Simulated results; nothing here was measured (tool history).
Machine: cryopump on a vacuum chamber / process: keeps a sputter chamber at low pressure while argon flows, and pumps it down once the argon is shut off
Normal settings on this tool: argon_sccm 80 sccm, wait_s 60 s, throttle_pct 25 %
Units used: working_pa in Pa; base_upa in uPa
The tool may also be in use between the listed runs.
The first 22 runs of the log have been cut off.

run	hour	argon_sccm	wait_s	throttle_pct	hours of work since the pump was warmed up and emptied	hours of work since the cold head was overhauled	hours of work since the chamber's fittings were tightened	working_pa	base_upa
23	1598.3	80	28	25	1100	3533	2073	0.4063	3.93
24	1692.4	80	28	25	1179	3612	2152	0.4093	3.76
# hour 1713.5: pump warmed up, emptied and cooled again
25	1780.5	80	28	25	56	3682	2221	0.3711	3.55
26	1841.9	80	30	25	108	3734	2273	0.3716	3.55
27	1933.5	80	176	42	185	3811	2350	0.2261	1.20
28	2009.2	40	73	22	248	3874	2413	0.2122	1.86
29	2082.8	56	99	21	310	3936	2475	0.3137	1.57
30	2129.3	93	152	21	349	3975	2514	0.5195	1.34
# hour 2226.9: leaking fittings of the chamber tightened, without venting
31	2229.2	93	24	59	431	4057	2	0.1974	3.71
32	2318.5	93	24	59	506	4132	77	0.2017	3.82
33	2417.3	114	28	23	589	4215	160	0.5910	3.25
34	2514.0	114	28	23	670	4296	241	0.6017	3.35

Predict each of these 4 candidate next runs independently; none follows another, all start after run 34:
A	2610.1	36	26	25	751	4377	322	?	?
B	2610.1	120	117	33	751	4377	322	?	?
C	2610.1	114	28	18	751	4377	322	?	?
D	2610.1	104	116	47	751	4377	322	?	?

run	working_pa	base_upa
A	0.1752	3.47
B	0.4569	1.05
C	0.7587	3.33
D	0.2857	1.05
With the hidden condition removed and each run's random variation left untouched, the same runs would have given:
run	working_pa	base_upa
A	0.1639	3.32
B	0.4188	0.90
C	0.7228	3.18
D	0.2528	0.90
